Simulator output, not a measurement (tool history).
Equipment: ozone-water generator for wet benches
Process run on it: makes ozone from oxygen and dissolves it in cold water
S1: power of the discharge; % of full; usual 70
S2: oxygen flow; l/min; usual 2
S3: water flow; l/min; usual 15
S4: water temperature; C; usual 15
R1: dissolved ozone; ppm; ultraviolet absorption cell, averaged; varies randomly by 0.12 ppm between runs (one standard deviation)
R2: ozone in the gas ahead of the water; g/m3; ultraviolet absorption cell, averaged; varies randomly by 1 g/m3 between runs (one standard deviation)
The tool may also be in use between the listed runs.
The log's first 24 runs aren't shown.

run	day	S1	S2	S3	S4	R1	R2
25	170.229	96	2	12	15	12.9	171
26	178.817	96	1.06	11	15	11.1	212.2
27	187.475	70	2	10	8	13.3	136.3
# day 195.362: water thermometer calibrated
28	195.421	70	2	10	8	13.3	133.9
29	199.633	70	2	10	8	13.3	134.4
30	206.758	70	2	10	8	13	132.1
31	213.508	68	2	12	15	9.5	130
# day 215.517: contactor cleaned
32	220.2	71	1.21	10	11	10.6	157.5

Predict each of these 5 candidate next runs independently; none follows another, all start after run 32:
A	225.054	71	1.11	16	23	?	?
B	225.054	65	2	15	13	?	?
C	225.054	70	2	10	9	?	?
D	225.054	71	1.21	10	11	?	?
E	225.054	70	3.05	15	9	?	?

run	R1	R2
A	5.4	162.5
B	7.5	122.9
C	13.1	129
D	10.6	156.2
E	9.6	111.4
Stripped of hidden state, with their random variation kept, the same runs would have yielded:
run	R1	R2
A	7.7	229.1
B	10.4	169.7
C	18.4	181.6
D	15	220.7
E	13.6	156.5
